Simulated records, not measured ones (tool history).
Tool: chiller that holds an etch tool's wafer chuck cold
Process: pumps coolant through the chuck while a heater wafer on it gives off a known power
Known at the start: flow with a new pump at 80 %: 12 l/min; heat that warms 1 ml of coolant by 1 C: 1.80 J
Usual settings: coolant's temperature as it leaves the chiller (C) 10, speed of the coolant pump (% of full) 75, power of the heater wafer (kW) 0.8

run,hour,coolant's temperature as it leaves the chiller (C),speed of the coolant pump (% of full),power of the heater wafer (kW),chuck's temperature once it has settled (C),how much warmer the coolant comes back (C)
1,0,10,75,0.8,15.2,2.37
2,50.3,10,75,0.8,15.09,2.38
3,105.6,18,75,0.8,23.23,2.37
# hour 116: coolant changed, channels flushed
# hour 139.2: chiller's thermometer calibrated
4,151.9,18,75,0.8,23.21,2.37
5,214.2,10,98,0.8,14.36,1.82
6,266.4,10,98,0.8,14.41,1.8
7,301.6,10,98,0.8,14.4,1.81
8,348.5,10,75,0.8,15.09,2.35
9,413.4,10,75,0.8,15.12,2.38
10,452.4,3,98,0.482,5.63,1.07
11,518.7,9,94,0.798,13.53,1.88
12,562.2,9,61,0.798,14.9,2.87
13,634.7,9,61,0.798,14.82,2.91

Run 14 comes next. What will it give?
14,699.5,13,75,0.439,?,?

chuck's temperature once it has settled (C): 15.8
how much warmer the coolant comes back (C): 1.31
Without the tool's hidden state the same run would have given chuck's temperature once it has settled (C) 15.79, how much warmer the coolant comes back (C) 1.31.

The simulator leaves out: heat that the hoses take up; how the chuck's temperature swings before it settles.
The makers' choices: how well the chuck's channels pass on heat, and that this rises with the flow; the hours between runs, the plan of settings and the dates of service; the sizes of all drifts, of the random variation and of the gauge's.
